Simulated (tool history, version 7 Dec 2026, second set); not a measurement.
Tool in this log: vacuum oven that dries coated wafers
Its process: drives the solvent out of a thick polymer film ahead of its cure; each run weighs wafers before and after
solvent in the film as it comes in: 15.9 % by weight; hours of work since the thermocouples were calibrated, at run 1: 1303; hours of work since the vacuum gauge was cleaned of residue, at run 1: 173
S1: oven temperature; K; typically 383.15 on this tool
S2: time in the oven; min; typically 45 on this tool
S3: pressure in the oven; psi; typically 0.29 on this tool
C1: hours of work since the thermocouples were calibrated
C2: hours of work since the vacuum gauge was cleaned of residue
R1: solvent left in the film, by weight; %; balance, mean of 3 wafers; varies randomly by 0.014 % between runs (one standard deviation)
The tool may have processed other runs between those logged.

Run 1, hour 0: usual settings; C1 1303; C2 173. Result: R1 0.93 %.
Run 2, hour 72.6: usual settings; C1 1359; C2 229. Result: R1 0.93 %.
Run 3, hour 129.5: usual settings; C1 1402; C2 272. Result: R1 0.92 %.
Run 4, hour 179.8: usual settings but S3 0.513 psi; C1 1440; C2 310. Result: R1 1.29 %.
Run 5, hour 298.3: usual settings but S3 0.513 psi; C1 1531; C2 401. Result: R1 1.26 %.
At hour 409.3: oven's thermocouples calibrated.
Run 6, hour 409.3: usual settings; C1 0; C2 484. Result: R1 1.22 %.
Run 7, hour 531.9: usual settings; C1 94; C2 578. Result: R1 1.19 %.
Run 8, hour 646.1: usual settings but S1 378.15 K; C1 181; C2 665. Result: R1 2.06 %.
Run 9, hour 745.7: usual settings but S1 378.15 K; C1 257; C2 741. Result: R1 2.04 %.
Run 10, hour 853.8: usual settings but S1 378.15 K; C1 339; C2 823. Result: R1 1.98 %.
Run 11, hour 920.9: usual settings but S1 378.15 K; C1 391; C2 875. Result: R1 1.96 %.
Run 12, hour 988.6: usual settings but S2 79 min; C1 442; C2 926. Result: R1 0.67 %.
Run 13, hour 1077.8: usual settings but S2 79 min; C1 510; C2 994. Result: R1 0.64 %.
Run 14, hour 1176.5: usual settings but S1 397.15 K; C1 586; C2 1070. Result: R1 0.36 %.
Run 15, hour 1247.8: usual settings but S1 397.15 K, S2 40 min; C1 640; C2 1124. Result: R1 0.4 %.
Run 16, hour 1349.5: usual settings but S2 48 min; C1 718; C2 1202. Result: R1 0.97 %.
Run 17, hour 1441.5: usual settings; C1 788; C2 1272. Result: R1 1.07 %.
Run 18, hour 1500.9: usual settings; C1 833; C2 1317. Result: R1 1.08 %.
Run 19, hour 1616.7: usual settings but S3 0.595 psi; C1 922; C2 1406. Result: R1 1.59 %.
Run 20, hour 1671.6: usual settings but S3 0.595 psi; C1 964; C2 1448. Result: R1 1.58 %.
Run 21, hour 1753.9: usual settings but S3 0.595 psi; C1 1026; C2 1510. Result: R1 1.57 %.
Run 22, hour 1863.3: usual settings; C1 1110; C2 1594. Result: R1 1.03 %.
Run 23, hour 1972.7: usual settings but S2 23 min; C1 1193; C2 1677. Result: R1 2.8 %.
Run 24, hour 2051: usual settings; C1 1253; C2 1737. Result: R1 1.03 %.
Run 25, hour 2102.8: usual settings but S1 379.15 K, S2 46 min; C1 1293; C2 1777. Result: R1 1.52 %.
Run 26, hour 2207.5: usual settings but S1 379.15 K, S2 46 min; C1 1373; C2 1857. Result: R1 1.48 %.
Run 27, hour 2292.1: usual settings but S1 379.15 K, S2 46 min; C1 1437; C2 1921. Result: R1 1.46 %.
Run 28, hour 2344.6: usual settings but S1 378.15 K, S2 69 min; C1 1477; C2 1961. Result: R1 0.96 %.
Run 29, hour 2424.4: usual settings but S1 378.15 K, S2 69 min; C1 1538; C2 2022. Result: R1 0.98 %.
At hour 2523.2: oven's thermocouples calibrated.
Run 30, hour 2527.4: usual settings but S1 378.15 K, S2 69 min; C1 3; C2 2099. Result: R1 1.21 %.
Run 31, hour 2636.2: usual settings but S1 396.15 K, S2 24 min, S3 0.416 psi; C1 86; C2 2182. Result: R1 0.95 %.
Run 32, hour 2741.6: usual settings but S1 396.15 K, S2 24 min, S3 0.416 psi; C1 167; C2 2263. Result: R1 0.91 %.
Run 33, hour 2801.1: usual settings but S1 396.15 K, S2 24 min, S3 0.416 psi; C1 212; C2 2308. Result: R1 0.9 %.
Run 34, hour 2858.5: usual settings but S1 397.15 K, S2 23 min, S3 0.416 psi; C1 256; C2 2352. Result: R1 0.88 %.
Run 35, hour 2965.4: usual settings but S1 396.15 K, S2 68 min, S3 0.917 psi; C1 338; C2 2434. Result: R1 1.2 %.
Run 36, hour 3057.4: usual settings but S1 397.15 K, S2 68 min, S3 1.059 psi; C1 408; C2 2504. Result: R1 1.3 %.
Run 37, hour 3161.7: usual settings but S1 397.15 K, S2 68 min, S3 1.059 psi; C1 487; C2 2584. Result: R1 1.29 %.
Run 38, hour 3267.8: usual settings but S1 397.15 K, S2 58 min, S3 0.931 psi; C1 568; C2 2664. Result: R1 1.14 %.
At hour 3377.6: vacuum gauge cleaned of residue and calibrated.
Run 39, hour 3384.3: usual settings but S2 64 min, S3 0.74 psi; C1 656; C2 5. Result: R1 1.39 %.
Run 40, hour 3458.7: usual settings but S1 374.15 K, S2 56 min, S3 0.306 psi; C1 713; C2 62. Result: R1 1.9 %.
Run 41, hour 3564.7: usual settings but S1 374.15 K, S2 56 min, S3 0.222 psi; C1 794; C2 143. Result: R1 1.71 %.
Run 42, hour 3680.4: usual settings but S1 376.15 K, S2 56 min, S3 0.199 psi; C1 882; C2 231. Result: R1 1.31 %.
Run 43, hour 3790: usual settings but S1 376.15 K, S2 24 min, S3 0.151 psi; C1 966; C2 315. Result: R1 4.23 %.
Run 44, hour 3910: usual settings but S1 382.15 K, S2 32 min, S3 0.379 psi; C1 1057; C2 406. Result: R1 1.92 %.
Run 45, hour 4004: usual settings but S1 384.15 K, S3 0.38 psi; C1 1129; C2 478. Result: R1 0.97 %.
Run 46, hour 4053.6: usual settings but S2 70 min; C1 1167; C2 516. Result: R1 0.61 %.

Below are 5 alternative next runs, each starting from the tool's condition after run 46. Predict each:
Run A, hour 4137.5: usual settings but S1 380.15 K, S2 70 min; C1 1231; C2 580. Result: R1 ?.
Run B, hour 4137.5: usual settings but S1 387.15 K, S2 61 min; C1 1231; C2 580. Result: R1 ?.
Run C, hour 4137.5: usual settings but S1 369.15 K, S2 70 min, S3 1.107 psi; C1 1231; C2 580. Result: R1 ?.
Run D, hour 4137.5: usual settings but S1 390.15 K, S3 0.148 psi; C1 1231; C2 580. Result: R1 ?.
Run E, hour 4137.5: usual settings but S2 54 min; C1 1231; C2 580. Result: R1 ?.

run    R1
  A  0.73
  B  0.51
  C  4.21
  D  0.27
  E   0.7
With the hidden condition removed and each run's random variation left untouched, the same runs would have given:
run    R1
  A  0.86
  B  0.54
  C  4.86
  D  0.32
  E  0.85
